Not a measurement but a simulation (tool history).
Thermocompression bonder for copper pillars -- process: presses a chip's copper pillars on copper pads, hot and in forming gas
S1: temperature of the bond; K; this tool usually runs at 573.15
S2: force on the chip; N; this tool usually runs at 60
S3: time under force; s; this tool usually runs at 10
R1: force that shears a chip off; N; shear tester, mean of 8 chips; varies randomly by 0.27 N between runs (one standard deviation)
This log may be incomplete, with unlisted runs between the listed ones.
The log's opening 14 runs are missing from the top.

Run 15, hour 205.8: usual settings but S3 14 s. Result: R1 45.9 N.
Run 16, hour 223.8: usual settings. Result: R1 40.1 N.
Run 17, hour 234.9: usual settings but S3 15 s. Result: R1 46.2 N.
Run 18, hour 249.5: usual settings but S3 15 s. Result: R1 46.1 N.
Run 19, hour 267.0: usual settings but S1 582.15 K, S3 9 s. Result: R1 42.2 N.
Run 20, hour 278.3: usual settings but S1 546.15 K, S2 48 N, S3 9 s. Result: R1 18.8 N.
Run 21, hour 294.2: usual settings but S1 546.15 K, S2 48 N, S3 9 s. Result: R1 18.5 N.
Run 22, hour 314.2: usual settings but S1 546.15 K, S2 48 N, S3 9 s. Result: R1 18.9 N.
Run 23, hour 327.1: usual settings but S1 585.15 K, S3 18 s. Result: R1 54.4 N.
Run 24, hour 346.0: usual settings but S1 593.15 K, S2 63 N, S3 6 s. Result: R1 42.3 N.
Run 25, hour 360.6: usual settings but S1 594.15 K, S2 45 N, S3 20 s. Result: R1 46.5 N.
At hour 365.4: forming gas filter changed.
Run 26, hour 376.8: usual settings but S1 594.15 K, S2 45 N, S3 20 s. Result: R1 51.8 N.
Run 27, hour 386.0: usual settings but S1 594.15 K, S2 45 N, S3 20 s. Result: R1 51.9 N.
Run 28, hour 400.5: usual settings but S1 585.15 K, S2 49 N, S3 25 s. Result: R1 54.6 N.
Run 29, hour 414.8: usual settings but S1 555.15 K, S2 38 N, S3 7 s. Result: R1 15.8 N.
Run 30, hour 435.0: usual settings but S1 555.15 K, S2 38 N, S3 7 s. Result: R1 15.7 N.
Run 31, hour 455.6: usual settings but S1 583.15 K, S2 38 N, S3 11 s. Result: R1 29.0 N.
Run 32, hour 468.8: usual settings but S1 598.15 K, S2 38 N, S3 7 s. Result: R1 28.9 N.

Here are 5 independent what-if runs from the current tool condition. What would each one return?
Run A, hour 480.8: usual settings but S1 590.15 K, S2 71 N, S3 7 s. Result: R1 ?.
Run B, hour 480.8: usual settings but S1 598.15 K, S2 38 N, S3 7 s. Result: R1 ?.
Run C, hour 480.8: usual settings but S1 566.15 K, S2 42 N. Result: R1 ?.
Run D, hour 480.8: usual settings but S3 6 s. Result: R1 ?.
Run E, hour 480.8: usual settings but S1 571.15 K, S2 39 N, S3 12 s. Result: R1 ?.

run    R1
  A  51.0
  B  28.0
  C  24.3
  D  32.6
  E  25.6
The same runs, with their run-to-run variation unchanged, on a tool lacking any hidden condition would have given:
run    R1
  A  53.9
  B  29.7
  C  25.6
  D  34.3
  E  27.0
